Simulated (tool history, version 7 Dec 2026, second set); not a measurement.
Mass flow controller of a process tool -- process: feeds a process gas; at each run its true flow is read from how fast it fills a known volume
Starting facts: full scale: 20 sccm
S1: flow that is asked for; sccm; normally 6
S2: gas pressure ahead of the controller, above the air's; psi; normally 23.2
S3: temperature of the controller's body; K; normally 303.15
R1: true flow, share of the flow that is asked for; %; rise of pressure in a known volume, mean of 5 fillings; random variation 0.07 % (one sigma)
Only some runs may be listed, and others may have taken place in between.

| run | hour | S1 | S2 | S3 | R1 |
|---|---|---|---|---|---|
| 1 | 0.0 | 6 | 23.2 | 303.15 | 96.00 |
| 2 | 107.6 | 6 | 23.2 | 303.15 | 96.13 |
| 3 | 252.7 | 6 | 23.2 | 298.15 | 96.33 |
| 4 | 358.7 | 9 | 23.2 | 303.15 | 96.52 |
| 5 | 544.5 | 6 | 23.2 | 303.15 | 95.80 |
| 6 | 733.8 | 6 | 23.2 | 303.15 | 95.83 |
| 7 | 843.5 | 5 | 23.2 | 303.15 | 95.48 |
| 8 | 941.4 | 5 | 23.2 | 303.15 | 95.42 |
| 9 | 1025.5 | 20 | 34.7 | 296.15 | 98.13 |
| 10 | 1197.9 | 5 | 23.2 | 303.15 | 95.30 |
| 11 | 1290.8 | 5 | 23.2 | 303.15 | 95.27 |
| 12 | 1389.3 | 5 | 23.2 | 303.15 | 95.13 |
| 13 | 1477.6 | 5 | 23.2 | 303.15 | 95.20 |
| 14 | 1606.1 | 4 | 24.9 | 303.15 | 94.56 |
| 15 | 1704.3 | 4 | 24.9 | 303.15 | 94.42 |

Pick out some run-to-run changes in R1. Of each, how much would a tool without hidden state show as well, from the settings, what came in and chance, and how much is left for the hidden state and any gauge scatter not in both results compared?
Hidden conditions of the tool in this case: flow at rest that the sensor doesn't see, % of full scale; true flow over the shown one, %; drift of the gauge itself on true_pct, %.
Run 9 -> 10: S1 20 -> 5, S2 34.7 -> 23.2, S3 296.15 -> 303.15. R1 -2.83 %: hidden state -1.43, all else -1.40.
